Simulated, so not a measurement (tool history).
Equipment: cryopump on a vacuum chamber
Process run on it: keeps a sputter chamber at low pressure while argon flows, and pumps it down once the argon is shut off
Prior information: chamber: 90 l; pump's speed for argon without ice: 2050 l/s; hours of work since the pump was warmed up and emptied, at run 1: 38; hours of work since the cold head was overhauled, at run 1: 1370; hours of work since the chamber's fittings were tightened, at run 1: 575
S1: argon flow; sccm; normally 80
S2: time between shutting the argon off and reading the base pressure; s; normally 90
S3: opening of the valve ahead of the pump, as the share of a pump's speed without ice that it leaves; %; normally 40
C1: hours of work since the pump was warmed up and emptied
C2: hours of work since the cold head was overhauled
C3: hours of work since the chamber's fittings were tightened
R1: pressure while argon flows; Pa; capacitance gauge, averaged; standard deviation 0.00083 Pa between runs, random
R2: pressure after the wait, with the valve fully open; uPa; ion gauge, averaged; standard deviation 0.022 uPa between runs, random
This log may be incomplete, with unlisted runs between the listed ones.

| run | day | S1 | S2 | S3 | C1 | C2 | C3 | R1 | R2 |
|---|---|---|---|---|---|---|---|---|---|
| 1 | 0.000 | 80 | 90 | 40 | 38 | 1370 | 575 | 0.1672 | 1.08 |
| 2 | 1.938 | 80 | 90 | 40 | 63 | 1395 | 600 | 0.1664 | 1.08 |
| 3 | 6.488 | 80 | 90 | 40 | 122 | 1453 | 658 | 0.1691 | 1.19 |
| 4 | 9.888 | 80 | 90 | 53 | 165 | 1497 | 702 | 0.1296 | 1.26 |
| 5 | 13.467 | 80 | 112 | 40 | 211 | 1543 | 748 | 0.1721 | 1.18 |
| 6 | 15.804 | 80 | 112 | 40 | 242 | 1573 | 778 | 0.1730 | 1.24 |
| 7 | 17.742 | 80 | 90 | 40 | 266 | 1598 | 803 | 0.1739 | 1.33 |
| 8 | 20.042 | 80 | 90 | 40 | 296 | 1628 | 832 | 0.1754 | 1.35 |
| 9 | 23.550 | 76 | 90 | 40 | 341 | 1673 | 878 | 0.1687 | 1.44 |
| 10 | 27.042 | 76 | 90 | 40 | 386 | 1718 | 923 | 0.1700 | 1.38 |
| 11 | 29.592 | 76 | 90 | 40 | 419 | 1751 | 955 | 0.1708 | 1.47 |
| 12 | 33.367 | 76 | 90 | 40 | 468 | 1799 | 1004 | 0.1750 | 1.60 |
| 13 | 37.342 | 76 | 90 | 40 | 519 | 1850 | 1055 | 0.1744 | 1.66 |
| 14 | 40.154 | 80 | 90 | 40 | 555 | 1887 | 1091 | 0.1853 | 1.69 |
| 15 | 44.008 | 80 | 39 | 40 | 604 | 1936 | 1141 | 0.1884 | 2.33 |
|  | 45.812 | pump warmed up, emptied and cooled again |
| 16 | 47.567 | 80 | 23 | 40 | 23 | 1979 | 1184 | 0.1668 | 2.94 |
| 17 | 50.412 | 80 | 23 | 40 | 59 | 2016 | 1221 | 0.1694 | 3.02 |
| 18 | 53.321 | 80 | 90 | 40 | 97 | 2053 | 1258 | 0.1677 | 1.61 |
| 19 | 56.592 | 80 | 90 | 40 | 139 | 2095 | 1300 | 0.1699 | 1.61 |
| 20 | 59.621 | 152 | 31 | 18 | 178 | 2134 | 1339 | 0.7056 | 2.65 |
| 21 | 62.783 | 152 | 31 | 18 | 218 | 2175 | 1380 | 0.7067 | 2.61 |
| 22 | 67.233 | 152 | 31 | 18 | 276 | 2232 | 1437 | 0.7119 | 2.70 |
| 23 | 69.175 | 34 | 174 | 19 | 301 | 2257 | 1462 | 0.1528 | 1.61 |
| 24 | 73.033 | 40 | 270 | 24 | 350 | 2307 | 1512 | 0.1436 | 1.60 |
| 25 | 76.088 | 40 | 145 | 24 | 390 | 2346 | 1551 | 0.1438 | 1.83 |
| 26 | 79.958 | 55 | 145 | 34 | 439 | 2396 | 1601 | 0.1456 | 1.89 |
| 27 | 84.271 | 55 | 145 | 34 | 495 | 2452 | 1656 | 0.1470 | 1.96 |
| 28 | 88.150 | 55 | 145 | 34 | 545 | 2502 | 1706 | 0.1470 | 2.00 |
| 29 | 92.900 | 55 | 145 | 34 | 606 | 2563 | 1767 | 0.1498 | 2.16 |
|  | 94.529 | pump warmed up, emptied and cooled again |
| 30 | 97.150 | 80 | 38 | 40 | 34 | 2615 | 1820 | 0.1661 | 2.49 |
| 31 | 99.229 | 80 | 38 | 40 | 61 | 2642 | 1846 | 0.1674 | 2.56 |
| 32 | 101.496 | 85 | 28 | 40 | 90 | 2671 | 1875 | 0.1798 | 3.08 |
| 33 | 104.775 | 97 | 141 | 26 | 132 | 2713 | 1918 | 0.3153 | 1.94 |
| 34 | 109.479 | 97 | 72 | 28 | 192 | 2773 | 1978 | 0.2948 | 2.30 |
| 35 | 112.954 | 97 | 72 | 18 | 237 | 2818 | 2023 | 0.4583 | 2.38 |

Each row is a separate what-if for the run after 35, all from the same tool condition, not one after another. Results?
| A | 116.329 | 138 | 24 | 40 | 281 | 2862 | 2066 | ? | ? |
| B | 116.329 | 139 | 90 | 44 | 281 | 2862 | 2066 | ? | ? |
| C | 116.329 | 80 | 90 | 43 | 281 | 2862 | 2066 | ? | ? |

| run | R1 | R2 |
|---|---|---|
| A | 0.3024 | 3.62 |
| B | 0.2771 | 2.34 |
| C | 0.1650 | 2.25 |
With no hidden state in the tool, these same runs would have given:
| run | R1 | R2 |
|---|---|---|
| A | 0.2839 | 1.96 |
| B | 0.2586 | 0.65 |
| C | 0.1542 | 0.62 |

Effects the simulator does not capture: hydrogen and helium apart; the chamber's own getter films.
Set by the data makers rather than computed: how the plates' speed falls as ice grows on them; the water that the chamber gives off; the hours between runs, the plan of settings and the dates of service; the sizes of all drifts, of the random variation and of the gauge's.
